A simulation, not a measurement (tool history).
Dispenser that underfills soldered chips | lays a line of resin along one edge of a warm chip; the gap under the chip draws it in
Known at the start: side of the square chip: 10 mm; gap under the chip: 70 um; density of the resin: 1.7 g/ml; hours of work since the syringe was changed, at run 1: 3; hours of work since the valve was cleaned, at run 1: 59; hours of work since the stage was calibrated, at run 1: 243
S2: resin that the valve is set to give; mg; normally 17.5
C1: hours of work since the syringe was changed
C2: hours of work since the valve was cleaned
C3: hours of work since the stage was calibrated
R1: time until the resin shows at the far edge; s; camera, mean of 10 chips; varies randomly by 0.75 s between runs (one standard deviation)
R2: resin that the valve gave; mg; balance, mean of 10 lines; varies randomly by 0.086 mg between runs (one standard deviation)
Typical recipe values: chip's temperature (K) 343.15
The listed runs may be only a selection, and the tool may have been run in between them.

Run 1, hour 0: usual settings; C1 3; C2 59; C3 243. Result: R1 85 s, R2 16.94 mg.
Run 2, hour 9.2: usual settings; C1 10; C2 65; C3 249. Result: R1 108 s, R2 16.93 mg.
At hour 10.5: new syringe of resin.
Run 3, hour 14.8: usual settings but chip's temperature (K) 330.15; C1 3; C2 69; C3 253. Result: R1 172.2 s, R2 16.76 mg.
Run 4, hour 20: usual settings but chip's temperature (K) 330.15; C1 7; C2 73; C3 257. Result: R1 195.9 s, R2 16.8 mg.
At hour 25.1: new syringe of resin.
Run 5, hour 27.7: usual settings but chip's temperature (K) 330.15, S2 17.7 mg; C1 2; C2 78; C3 262. Result: R1 165.8 s, R2 16.93 mg.
Run 6, hour 38: usual settings but chip's temperature (K) 335.15, S2 17.7 mg; C1 9; C2 86; C3 269. Result: R1 162.6 s, R2 16.84 mg.
At hour 39.6: new syringe of resin.
Run 7, hour 46.2: usual settings; C1 5; C2 91; C3 275. Result: R1 93.6 s, R2 16.53 mg.
Run 8, hour 50.6: usual settings; C1 8; C2 94; C3 278. Result: R1 102.7 s, R2 16.54 mg.
At hour 54.7: new syringe of resin.
Run 9, hour 58.7: usual settings; C1 3; C2 100; C3 284. Result: R1 86.5 s, R2 16.64 mg.
Run 10, hour 67.5: usual settings; C1 9; C2 106; C3 290. Result: R1 106.9 s, R2 16.52 mg.
At hour 69.2: new syringe of resin.
Run 11, hour 73.4: usual settings; C1 3; C2 110; C3 294. Result: R1 87.4 s, R2 16.41 mg.
Run 12, hour 78: usual settings but S2 19.4 mg; C1 6; C2 114; C3 297. Result: R1 94.9 s, R2 18.15 mg.
At hour 83.7: new syringe of resin.
Run 13, hour 87.3: usual settings but S2 19.4 mg; C1 3; C2 120; C3 304. Result: R1 84 s, R2 18.04 mg.
Run 14, hour 92.2: usual settings but S2 19.4 mg; C1 6; C2 123; C3 307. Result: R1 96.9 s, R2 17.85 mg.
Run 15, hour 96.4: usual settings but chip's temperature (K) 354.15; C1 9; C2 126; C3 310. Result: R1 64.9 s, R2 16.22 mg.
At hour 98.7: new syringe of resin.
Run 16, hour 103.7: usual settings but chip's temperature (K) 332.15, S2 19.3 mg; C1 4; C2 131; C3 315. Result: R1 154.1 s, R2 17.84 mg.
At hour 112.5: dispensing valve cleaned and set on the balance.
At hour 114.4: new syringe of resin.
Run 17, hour 114.4: usual settings but chip's temperature (K) 337.15, S2 21.2 mg; C1 0; C2 1; C3 322. Result: R1 101.3 s, R2 21.24 mg.
Run 18, hour 123.1: usual settings but chip's temperature (K) 357.15, S2 15.4 mg; C1 6; C2 7; C3 328. Result: R1 49.8 s, R2 15.2 mg.
At hour 129.6: new syringe of resin.
Run 19, hour 133.6: usual settings but chip's temperature (K) 357.15, S2 15.4 mg; C1 3; C2 15; C3 335. Result: R1 44.8 s, R2 15.4 mg.
Run 20, hour 142.4: usual settings but S2 21.2 mg; C1 9; C2 21; C3 342. Result: R1 103.8 s, R2 21.05 mg.
At hour 144.1: new syringe of resin.
Run 21, hour 148.1: usual settings but chip's temperature (K) 337.15, S2 19.9 mg; C1 3; C2 25; C3 346. Result: R1 112.6 s, R2 19.51 mg.
Run 22, hour 155.9: usual settings but S2 18.5 mg; C1 8; C2 30; C3 351. Result: R1 104.6 s, R2 18.33 mg.
At hour 158.8: new syringe of resin.
Run 23, hour 161.9: usual settings but chip's temperature (K) 335.15, S2 18.6 mg; C1 2; C2 34; C3 355. Result: R1 125.9 s, R2 18.26 mg.
Run 24, hour 171.9: usual settings but chip's temperature (K) 335.15, S2 18.6 mg; C1 9; C2 42; C3 362. Result: R1 166.6 s, R2 18.13 mg.
At hour 173.5: new syringe of resin.
Run 25, hour 179.6: usual settings but chip's temperature (K) 347.15, S2 21.9 mg; C1 4; C2 47; C3 368. Result: R1 72.9 s, R2 21.25 mg.
At hour 182.8: stage's temperature calibrated.
At hour 189.2: new syringe of resin.
Run 26, hour 190.1: usual settings but chip's temperature (K) 354.15, S2 20.9 mg; C1 1; C2 53; C3 5. Result: R1 40.4 s, R2 20.25 mg.
Run 27, hour 197.6: usual settings but chip's temperature (K) 341.15, S2 20.9 mg; C1 6; C2 59; C3 10. Result: R1 95.6 s, R2 20.3 mg.
At hour 203.7: new syringe of resin.
Run 28, hour 204.2: usual settings but chip's temperature (K) 329.15, S2 15.9 mg; C1 0; C2 63; C3 15. Result: R1 151.3 s, R2 15.32 mg.

5 options for the next run, each taken on its own from the tool as it stands now. Forecast them:
Run A, hour 209.7: usual settings but chip's temperature (K) 333.15, S2 21.7 mg; C1 4; C2 67; C3 19. Result: R1 ?, R2 ?.
Run B, hour 209.7: usual settings but S2 16.1 mg; C1 4; C2 67; C3 19. Result: R1 ?, R2 ?.
Run C, hour 209.7: usual settings but S2 20.8 mg; C1 4; C2 67; C3 19. Result: R1 ?, R2 ?.
Run D, hour 209.7: usual settings but chip's temperature (K) 333.15, S2 15.9 mg; C1 4; C2 67; C3 19. Result: R1 ?, R2 ?.
Run E, hour 209.7: usual settings but chip's temperature (K) 337.15, S2 16.8 mg; C1 4; C2 67; C3 19. Result: R1 ?, R2 ?.

run     R1     R2
  A  136.7  20.99
  B   84.4  15.39
  C   82.2  20.09
  D  141.5  15.24
  E  116.5   16.2
Without the tool's unlogged condition, the same runs would have read:
run     R1     R2
  A  113.7  21.79
  B   69.8  15.98
  C   68.4  20.87
  D  116.6  15.82
  E   96.3  16.82
